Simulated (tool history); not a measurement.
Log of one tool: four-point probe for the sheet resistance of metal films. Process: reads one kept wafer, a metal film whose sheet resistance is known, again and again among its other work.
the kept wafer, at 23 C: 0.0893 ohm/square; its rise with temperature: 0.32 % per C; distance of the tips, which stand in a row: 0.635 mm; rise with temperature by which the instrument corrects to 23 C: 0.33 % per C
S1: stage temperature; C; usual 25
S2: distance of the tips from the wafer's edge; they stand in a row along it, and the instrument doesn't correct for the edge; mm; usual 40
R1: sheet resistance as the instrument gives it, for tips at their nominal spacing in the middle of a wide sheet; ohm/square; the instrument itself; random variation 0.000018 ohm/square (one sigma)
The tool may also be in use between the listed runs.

{"run": 1, "hour": 0.0, "S1": 25, "S2": 40, "R1": 0.08952}
{"run": 2, "hour": 48.3, "S1": 25, "S2": 6, "R1": 0.090058}
{"run": 3, "hour": 108.3, "S1": 25, "S2": 6, "R1": 0.090043}
{"run": 4, "hour": 154.3, "S1": 25, "S2": 40, "R1": 0.089506}
{"run": 5, "hour": 235.1, "S1": 25, "S2": 40, "R1": 0.08946}
{"run": 6, "hour": 313.6, "S1": 25, "S2": 13, "R1": 0.089556}
{"run": 7, "hour": 382.0, "S1": 25, "S2": 13, "R1": 0.089509}
{"run": 8, "hour": 474.9, "S1": 25, "S2": 13, "R1": 0.08945}
{"run": 9, "hour": 559.3, "S1": 25, "S2": 13, "R1": 0.089439}
{"run": 10, "hour": 622.8, "S1": 25, "S2": 13, "R1": 0.089412}
{"run": 11, "hour": 700.2, "S1": 21, "S2": 40, "R1": 0.089349}
{"run": 12, "hour": 789.4, "S1": 20, "S2": 40, "R1": 0.089345}
{"run": 13, "hour": 854.6, "S1": 25, "S2": 40, "R1": 0.08926}
{"run": 14, "hour": 914.1, "S1": 25, "S2": 40, "R1": 0.089225}
{"run": 15, "hour": 1007.3, "S1": 24, "S2": 6, "R1": 0.089723}
{"run": 16, "hour": 1079.7, "S1": 26, "S2": 69, "R1": 0.089185}
{"run": 17, "hour": 1175.5, "S1": 22, "S2": 4, "R1": 0.090317}
{"run": 18, "hour": 1219.7, "S1": 20, "S2": 57, "R1": 0.08919}
{"run": 19, "hour": 1269.6, "S1": 21, "S2": 4, "R1": 0.090333}
{"run": 20, "hour": 1337.4, "S1": 24, "S2": 40, "R1": 0.089082}
{"run": 21, "hour": 1431.9, "S1": 24, "S2": 40, "R1": 0.089085}
{"run": 22, "hour": 1494.7, "S1": 20, "S2": 40, "R1": 0.089082}
{"run": 23, "hour": 1568.3, "S1": 20, "S2": 40, "R1": 0.08906}
{"run": 24, "hour": 1620.0, "S1": 20, "S2": 40, "R1": 0.089044}
{"run": 25, "hour": 1710.0, "S1": 20, "S2": 6, "R1": 0.089491}
{"run": 26, "hour": 1761.1, "S1": 20, "S2": 6, "R1": 0.089476}
{"run": 27, "hour": 1833.3, "S1": 20, "S2": 22, "R1": 0.088977}
{"run": 28, "hour": 1914.9, "S1": 20, "S2": 22, "R1": 0.088959}

5 ways to go on from here, each from the tool as it stands after run 28. What would each give?
{"run": "A", "hour": 2012.1, "S1": 30, "S2": 10, "R1": "?"}
{"run": "B", "hour": 2012.1, "S1": 33, "S2": 22, "R1": "?"}
{"run": "C", "hour": 2012.1, "S1": 21, "S2": 5, "R1": "?"}
{"run": "D", "hour": 2012.1, "S1": 21, "S2": 20, "R1": "?"}
{"run": "E", "hour": 2012.1, "S1": 30, "S2": 7, "R1": "?"}

run=A R1=0.088992
run=B R1=0.088800
run=C R1=0.089661
run=D R1=0.088907
run=E R1=0.089198
Without the tool's hidden state the same runs would have given:
run=A R1=0.089437
run=B R1=0.089244
run=C R1=0.090107
run=D R1=0.089350
run=E R1=0.089643
